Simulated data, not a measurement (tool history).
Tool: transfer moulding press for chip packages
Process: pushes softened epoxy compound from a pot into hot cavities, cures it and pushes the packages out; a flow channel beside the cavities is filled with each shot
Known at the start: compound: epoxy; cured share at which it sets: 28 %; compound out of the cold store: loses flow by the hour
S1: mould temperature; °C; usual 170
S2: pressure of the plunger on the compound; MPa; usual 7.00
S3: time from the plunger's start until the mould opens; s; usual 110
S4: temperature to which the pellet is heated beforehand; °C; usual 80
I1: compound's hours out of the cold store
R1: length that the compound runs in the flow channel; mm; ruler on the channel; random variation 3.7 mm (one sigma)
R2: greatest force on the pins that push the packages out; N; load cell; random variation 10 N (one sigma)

| run | hour | S1 | S2 | S3 | S4 | I1 | R1 | R2 |
|---|---|---|---|---|---|---|---|---|
| 1 | 0.0 | 170 | 7.00 | 110 | 80 | 8.8 | 703 | 674 |
|  | 23.2 | cavities cleaned with cleaning compound and waxed |
| 2 | 58.8 | 170 | 7.00 | 110 | 80 | 33.3 | 635 | 704 |
|  | 72.8 | cavities cleaned with cleaning compound and waxed |
| 3 | 99.9 | 170 | 7.00 | 110 | 80 | 33.5 | 621 | 655 |
|  | 121.5 | cavities cleaned with cleaning compound and waxed |
| 4 | 144.8 | 170 | 7.00 | 110 | 80 | 31.4 | 623 | 673 |
|  | 170.7 | cavities cleaned with cleaning compound and waxed |
| 5 | 176.3 | 166 | 7.00 | 110 | 80 | 12.1 | 680 | 648 |
|  | 223.7 | cavities cleaned with cleaning compound and waxed |
| 6 | 226.4 | 166 | 7.00 | 110 | 80 | 17.1 | 670 | 584 |
|  | 274.2 | cavities cleaned with cleaning compound and waxed |
| 7 | 279.6 | 166 | 7.00 | 110 | 80 | 41.8 | 580 | 583 |
| 8 | 314.6 | 166 | 7.00 | 110 | 80 | 28.9 | 617 | 813 |
|  | 328.3 | cavities cleaned with cleaning compound and waxed |
| 9 | 365.3 | 175 | 5.40 | 133 | 77 | 37.3 | 500 | 641 |
|  | 381.4 | cavities cleaned with cleaning compound and waxed |
| 10 | 408.7 | 175 | 5.40 | 133 | 77 | 15.6 | 543 | 641 |
|  | 431.9 | cavities cleaned with cleaning compound and waxed |
|  | 450.1 | plunger's sealing rings changed |
| 11 | 471.4 | 175 | 6.01 | 146 | 70 | 9.9 | 652 | 681 |
|  | 483.5 | mould's thermocouples calibrated |
|  | 489.2 | cavities cleaned with cleaning compound and waxed |
|  | 538.1 | cavities cleaned with cleaning compound and waxed |
| 12 | 538.1 | 175 | 6.01 | 146 | 70 | 37.0 | 570 | 433 |
| 13 | 567.6 | 168 | 7.00 | 110 | 80 | 10.9 | 697 | 744 |
|  | 587.5 | cavities cleaned with cleaning compound and waxed |
| 14 | 604.0 | 170 | 7.00 | 110 | 80 | 46.5 | 595 | 596 |
|  | 637.1 | cavities cleaned with cleaning compound and waxed |
| 15 | 653.5 | 170 | 5.71 | 110 | 80 | 45.4 | 534 | 587 |
|  | 686.8 | cavities cleaned with cleaning compound and waxed |
| 16 | 715.2 | 170 | 5.71 | 110 | 80 | 19.9 | 588 | 708 |

The same runs without the tool's hidden state, with the same run-to-run variation:
The hidden state here: true mould temperature over the reading, C; pressure that reaches the compound, % of what is set; grip of the stained cavities, % over clean ones'; drift of the gauge itself on flow_mm, %; drift of the gauge itself on push_out_n, %.
| run | R1 | R2 |
|---|---|---|
| 1 | 717 | 452 |
| 2 | 654 | 465 |
| 3 | 645 | 448 |
| 4 | 653 | 469 |
| 5 | 718 | 564 |
| 6 | 714 | 524 |
| 7 | 625 | 504 |
| 8 | 671 | 501 |
| 9 | 551 | 418 |
| 10 | 604 | 443 |
| 11 | 655 | 445 |
| 12 | 580 | 422 |
| 13 | 713 | 504 |
| 14 | 614 | 446 |
| 15 | 556 | 446 |
| 16 | 621 | 480 |

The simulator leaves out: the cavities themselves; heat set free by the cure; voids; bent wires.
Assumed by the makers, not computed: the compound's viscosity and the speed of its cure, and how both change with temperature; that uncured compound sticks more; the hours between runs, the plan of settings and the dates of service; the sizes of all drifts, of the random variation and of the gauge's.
